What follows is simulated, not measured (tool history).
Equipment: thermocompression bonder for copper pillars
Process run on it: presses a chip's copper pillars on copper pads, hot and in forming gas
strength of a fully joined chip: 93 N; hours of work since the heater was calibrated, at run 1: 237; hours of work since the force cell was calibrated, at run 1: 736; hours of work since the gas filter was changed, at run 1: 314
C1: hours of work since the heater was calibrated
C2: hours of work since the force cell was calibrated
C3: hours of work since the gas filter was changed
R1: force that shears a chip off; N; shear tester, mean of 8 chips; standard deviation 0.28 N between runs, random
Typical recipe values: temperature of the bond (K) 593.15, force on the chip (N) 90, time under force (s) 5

{"run": 1, "day": 0.0, "temperature of the bond (K)": 593.15, "force on the chip (N)": 90, "time under force (s)": 5, "C1": 237, "C2": 736, "C3": 314, "R1": 40.3}
{"run": 2, "day": 1.804, "temperature of the bond (K)": 593.15, "force on the chip (N)": 90, "time under force (s)": 5, "C1": 256, "C2": 755, "C3": 334, "R1": 40.3}
{"run": 3, "day": 3.862, "temperature of the bond (K)": 593.15, "force on the chip (N)": 90, "time under force (s)": 5, "C1": 278, "C2": 778, "C3": 356, "R1": 39.7}
{"run": 4, "day": 6.479, "temperature of the bond (K)": 593.15, "force on the chip (N)": 90, "time under force (s)": 5, "C1": 306, "C2": 806, "C3": 384, "R1": 40}
{"day": 9.088, "done": "forming gas filter changed"}
{"run": 5, "day": 9.292, "temperature of the bond (K)": 593.15, "force on the chip (N)": 90, "time under force (s)": 5, "C1": 336, "C2": 836, "C3": 2, "R1": 41}
{"run": 6, "day": 11.183, "temperature of the bond (K)": 593.15, "force on the chip (N)": 90, "time under force (s)": 9, "C1": 357, "C2": 856, "C3": 23, "R1": 49.6}
{"day": 11.504, "done": "force cell calibrated"}
{"run": 7, "day": 13.738, "temperature of the bond (K)": 593.15, "force on the chip (N)": 90, "time under force (s)": 9, "C1": 383, "C2": 24, "C3": 49, "R1": 49.5}
{"day": 16.371, "done": "force cell calibrated, once more"}
{"run": 8, "day": 16.792, "temperature of the bond (K)": 593.15, "force on the chip (N)": 90, "time under force (s)": 9, "C1": 415, "C2": 5, "C3": 81, "R1": 51.1}
{"run": 9, "day": 19.175, "temperature of the bond (K)": 593.15, "force on the chip (N)": 90, "time under force (s)": 14, "C1": 441, "C2": 30, "C3": 107, "R1": 57.5}
{"run": 10, "day": 20.438, "temperature of the bond (K)": 623.15, "force on the chip (N)": 90, "time under force (s)": 14, "C1": 455, "C2": 44, "C3": 121, "R1": 71.7}
{"run": 11, "day": 23.312, "temperature of the bond (K)": 622.15, "force on the chip (N)": 105, "time under force (s)": 5, "C1": 485, "C2": 75, "C3": 152, "R1": 60.1}
{"run": 12, "day": 25.567, "temperature of the bond (K)": 622.15, "force on the chip (N)": 105, "time under force (s)": 5, "C1": 510, "C2": 99, "C3": 176, "R1": 59.5}
{"run": 13, "day": 27.442, "temperature of the bond (K)": 586.15, "force on the chip (N)": 90, "time under force (s)": 5, "C1": 530, "C2": 119, "C3": 196, "R1": 37.6}
{"run": 14, "day": 29.054, "temperature of the bond (K)": 620.15, "force on the chip (N)": 70, "time under force (s)": 3, "C1": 547, "C2": 136, "C3": 213, "R1": 36.6}
{"run": 15, "day": 31.538, "temperature of the bond (K)": 620.15, "force on the chip (N)": 70, "time under force (s)": 3, "C1": 574, "C2": 163, "C3": 240, "R1": 36}
{"run": 16, "day": 33.675, "temperature of the bond (K)": 593.15, "force on the chip (N)": 59, "time under force (s)": 5, "C1": 597, "C2": 186, "C3": 263, "R1": 28.7}
{"run": 17, "day": 36.796, "temperature of the bond (K)": 593.15, "force on the chip (N)": 59, "time under force (s)": 5, "C1": 630, "C2": 219, "C3": 296, "R1": 28.2}

Forecast each of these 3 alternatives for the next run:
{"run": "A", "day": 38.692, "temperature of the bond (K)": 598.15, "force on the chip (N)": 99, "time under force (s)": 5, "C1": 651, "C2": 240, "C3": 317, "R1": "?"}
{"run": "B", "day": 38.692, "temperature of the bond (K)": 607.15, "force on the chip (N)": 70, "time under force (s)": 6, "C1": 651, "C2": 240, "C3": 317, "R1": "?"}
{"run": "C", "day": 38.692, "temperature of the bond (K)": 593.15, "force on the chip (N)": 90, "time under force (s)": 5, "C1": 651, "C2": 240, "C3": 317, "R1": "?"}

run=A R1=45.4
run=B R1=40.6
run=C R1=39.8
Without the tool's hidden state the same runs would have given:
run=A R1=48.2
run=B R1=43.2
run=C R1=42.4

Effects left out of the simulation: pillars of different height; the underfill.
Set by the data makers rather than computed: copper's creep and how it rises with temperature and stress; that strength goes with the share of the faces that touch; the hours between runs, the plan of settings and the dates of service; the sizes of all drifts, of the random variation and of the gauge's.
